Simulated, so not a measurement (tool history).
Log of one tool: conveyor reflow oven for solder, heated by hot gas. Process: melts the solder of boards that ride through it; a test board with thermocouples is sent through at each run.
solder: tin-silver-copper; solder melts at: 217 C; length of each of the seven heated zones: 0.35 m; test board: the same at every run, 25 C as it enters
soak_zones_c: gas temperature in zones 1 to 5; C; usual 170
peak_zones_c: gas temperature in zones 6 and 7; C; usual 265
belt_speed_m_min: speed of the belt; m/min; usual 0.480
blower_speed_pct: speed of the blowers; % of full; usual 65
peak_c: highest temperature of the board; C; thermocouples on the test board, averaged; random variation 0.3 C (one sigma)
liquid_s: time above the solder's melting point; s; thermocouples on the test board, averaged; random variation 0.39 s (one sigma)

Run 1, hour 0.0: usual settings. Result: peak_c 248.9 C, liquid_s 60.4 s.
At hour 23.1: flux residue cleaned out of gas plates and filters.
Run 2, hour 29.9: usual settings but soak_zones_c 171 C. Result: peak_c 248.7 C, liquid_s 62.2 s.
Run 3, hour 46.8: usual settings but soak_zones_c 171 C, belt_speed_m_min 0.532 m/min. Result: peak_c 246.1 C, liquid_s 51.3 s.
Run 4, hour 61.1: usual settings but soak_zones_c 179 C. Result: peak_c 250.9 C, liquid_s 67.1 s.
Run 5, hour 78.8: usual settings but blower_speed_pct 66 % of full. Result: peak_c 249.6 C, liquid_s 62.0 s.
Run 6, hour 90.1: usual settings but blower_speed_pct 66 % of full. Result: peak_c 249.4 C, liquid_s 62.1 s.
Run 7, hour 113.6: usual settings but blower_speed_pct 66 % of full. Result: peak_c 249.3 C, liquid_s 61.9 s.
Run 8, hour 139.0: usual settings but blower_speed_pct 66 % of full. Result: peak_c 249.3 C, liquid_s 62.4 s.
Run 9, hour 158.3: usual settings but soak_zones_c 162 C, blower_speed_pct 66 % of full. Result: peak_c 247.9 C, liquid_s 57.7 s.
Run 10, hour 181.5: usual settings but soak_zones_c 162 C, blower_speed_pct 66 % of full. Result: peak_c 247.5 C, liquid_s 58.0 s.
Run 11, hour 200.6: usual settings but soak_zones_c 162 C, blower_speed_pct 66 % of full. Result: peak_c 248.3 C, liquid_s 57.1 s.
Run 12, hour 213.2: usual settings but soak_zones_c 162 C, blower_speed_pct 66 % of full. Result: peak_c 248.4 C, liquid_s 57.7 s.
Run 13, hour 237.9: usual settings but soak_zones_c 162 C, blower_speed_pct 66 % of full. Result: peak_c 247.5 C, liquid_s 57.1 s.
Run 14, hour 263.3: usual settings but soak_zones_c 162 C, blower_speed_pct 66 % of full. Result: peak_c 248.1 C, liquid_s 57.8 s.
Run 15, hour 289.3: usual settings but soak_zones_c 162 C, blower_speed_pct 66 % of full. Result: peak_c 248.2 C, liquid_s 57.7 s.
Run 16, hour 303.3: usual settings but soak_zones_c 162 C, blower_speed_pct 66 % of full. Result: peak_c 247.7 C, liquid_s 58.0 s.
Run 17, hour 316.8: usual settings but peak_zones_c 257 C. Result: peak_c 242.0 C, liquid_s 54.9 s.
Run 18, hour 336.9: usual settings but peak_zones_c 257 C. Result: peak_c 241.7 C, liquid_s 54.8 s.
Run 19, hour 348.9: usual settings but soak_zones_c 183 C, peak_zones_c 268 C, belt_speed_m_min 0.573 m/min, blower_speed_pct 52 % of full. Result: peak_c 244.1 C, liquid_s 48.0 s.
Run 20, hour 373.4: usual settings but soak_zones_c 183 C, peak_zones_c 268 C, belt_speed_m_min 0.573 m/min, blower_speed_pct 52 % of full. Result: peak_c 244.0 C, liquid_s 48.7 s.
Run 21, hour 387.4: usual settings but soak_zones_c 183 C, belt_speed_m_min 0.428 m/min, blower_speed_pct 52 % of full. Result: peak_c 251.2 C, liquid_s 77.7 s.
Run 22, hour 413.4: usual settings but soak_zones_c 173 C, peak_zones_c 277 C, belt_speed_m_min 0.577 m/min, blower_speed_pct 84 % of full. Result: peak_c 258.3 C, liquid_s 58.3 s.
Run 23, hour 433.6: usual settings but soak_zones_c 162 C, peak_zones_c 277 C, belt_speed_m_min 0.577 m/min, blower_speed_pct 84 % of full. Result: peak_c 256.7 C, liquid_s 53.9 s.
Run 24, hour 448.2: usual settings but soak_zones_c 159 C, peak_zones_c 276 C, belt_speed_m_min 0.559 m/min, blower_speed_pct 71 % of full. Result: peak_c 252.6 C, liquid_s 50.5 s.
Run 25, hour 467.2: usual settings but soak_zones_c 163 C, peak_zones_c 276 C, belt_speed_m_min 0.559 m/min, blower_speed_pct 52 % of full. Result: peak_c 245.7 C, liquid_s 45.7 s.
Run 26, hour 483.3: usual settings but soak_zones_c 163 C, peak_zones_c 258 C, belt_speed_m_min 0.457 m/min, blower_speed_pct 52 % of full. Result: peak_c 239.6 C, liquid_s 50.4 s.
At hour 500.5: flux residue cleaned out of gas plates and filters.
Run 27, hour 512.4: usual settings but soak_zones_c 166 C, peak_zones_c 266 C, belt_speed_m_min 0.405 m/min, blower_speed_pct 74 % of full. Result: peak_c 257.0 C, liquid_s 81.7 s.
Run 28, hour 536.3: usual settings but soak_zones_c 178 C, belt_speed_m_min 0.426 m/min. Result: peak_c 254.4 C, liquid_s 80.1 s.
Run 29, hour 547.8: usual settings but soak_zones_c 178 C, belt_speed_m_min 0.426 m/min. Result: peak_c 254.6 C, liquid_s 80.2 s.
Run 30, hour 571.4: usual settings but soak_zones_c 178 C, belt_speed_m_min 0.426 m/min. Result: peak_c 254.3 C, liquid_s 79.6 s.
Run 31, hour 586.2: usual settings but soak_zones_c 178 C, peak_zones_c 260 C, belt_speed_m_min 0.426 m/min. Result: peak_c 249.7 C, liquid_s 76.2 s.
Run 32, hour 605.4: usual settings but soak_zones_c 184 C, peak_zones_c 271 C, belt_speed_m_min 0.411 m/min, blower_speed_pct 58 % of full. Result: peak_c 260.3 C, liquid_s 90.3 s.

Some steps in peak_c between neighbouring runs. How much of each would the tool show without its hidden state too (settings, what came in, random variation), and how much is left for the hidden state, with any gauge scatter that isn't in both results?
The hidden state here: heat that the gas passes to the board, % of a clean oven's; belt's true speed, % of the reading; true gas temperature in zones 6 and 7 over the reading, C; drift of the gauge itself on peak_c, C; drift of the gauge itself on liquid_s, %.
Run 1 -> 2: soak_zones_c 170 -> 171, flux residue cleaned out of gas plates and filters. peak_c -0.2 C: hidden state +0.4, all else -0.6.
Run 20 -> 21: peak_zones_c 268 -> 265, belt_speed_m_min 0.573 -> 0.428. peak_c +7.2 C: hidden state +0.2, all else +7.0.
Run 21 -> 22: soak_zones_c 183 -> 173, peak_zones_c 265 -> 277, belt_speed_m_min 0.428 -> 0.577, blower_speed_pct 52 -> 84. peak_c +7.1 C: hidden state -0.5, all else +7.6.
Run 26 -> 27: soak_zones_c 163 -> 166, peak_zones_c 258 -> 266, belt_speed_m_min 0.457 -> 0.405, blower_speed_pct 52 -> 74, flux residue cleaned out of gas plates and filters. peak_c +17.4 C: hidden state +0.6, all else +16.8.
Run 31 -> 32: soak_zones_c 178 -> 184, peak_zones_c 260 -> 271, belt_speed_m_min 0.426 -> 0.411, blower_speed_pct 65 -> 58. peak_c +10.6 C: hidden state +0.1, all else +10.5.
